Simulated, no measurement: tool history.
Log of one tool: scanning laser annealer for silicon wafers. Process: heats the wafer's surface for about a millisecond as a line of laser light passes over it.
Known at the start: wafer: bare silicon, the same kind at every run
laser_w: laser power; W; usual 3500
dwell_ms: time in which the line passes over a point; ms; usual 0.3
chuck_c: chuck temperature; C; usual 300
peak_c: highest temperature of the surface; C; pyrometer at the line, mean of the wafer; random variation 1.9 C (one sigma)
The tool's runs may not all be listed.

| run | day | laser_w | dwell_ms | chuck_c | peak_c |
|---|---|---|---|---|---|
| 1 | 0 | 3500 | 0.3 | 300 | 1131 |
| 2 | 0.6 | 3768 | 0.3 | 300 | 1205 |
| 3 | 1.017 | 3768 | 0.3 | 300 | 1206 |
| 4 | 1.45 | 3768 | 0.3 | 300 | 1205 |
| 5 | 2.029 | 3768 | 0.3 | 300 | 1204 |
| 6 | 2.604 | 3500 | 0.3 | 300 | 1132 |
| 7 | 2.983 | 3500 | 0.3 | 300 | 1128 |
| 8 | 3.4 | 3500 | 0.3 | 312 | 1142 |
| 9 | 3.871 | 3500 | 0.3 | 326 | 1152 |
|  | 4.121 | optics aligned, line set to its width |
| 10 | 4.638 | 3500 | 0.3 | 326 | 1154 |
| 11 | 5.038 | 3500 | 0.3 | 284 | 1109 |
| 12 | 5.704 | 3500 | 0.318 | 284 | 1135 |
| 13 | 6.058 | 3395 | 0.319 | 282 | 1106 |
| 14 | 6.617 | 3378 | 0.224 | 296 | 981 |

The next listed run, before its measurement:
| 15 | 6.971 | 3837 | 0.243 | 267 | ? |

peak_c: 1093 C
Without the tool's hidden state the same run would have given peak_c 1117 C.

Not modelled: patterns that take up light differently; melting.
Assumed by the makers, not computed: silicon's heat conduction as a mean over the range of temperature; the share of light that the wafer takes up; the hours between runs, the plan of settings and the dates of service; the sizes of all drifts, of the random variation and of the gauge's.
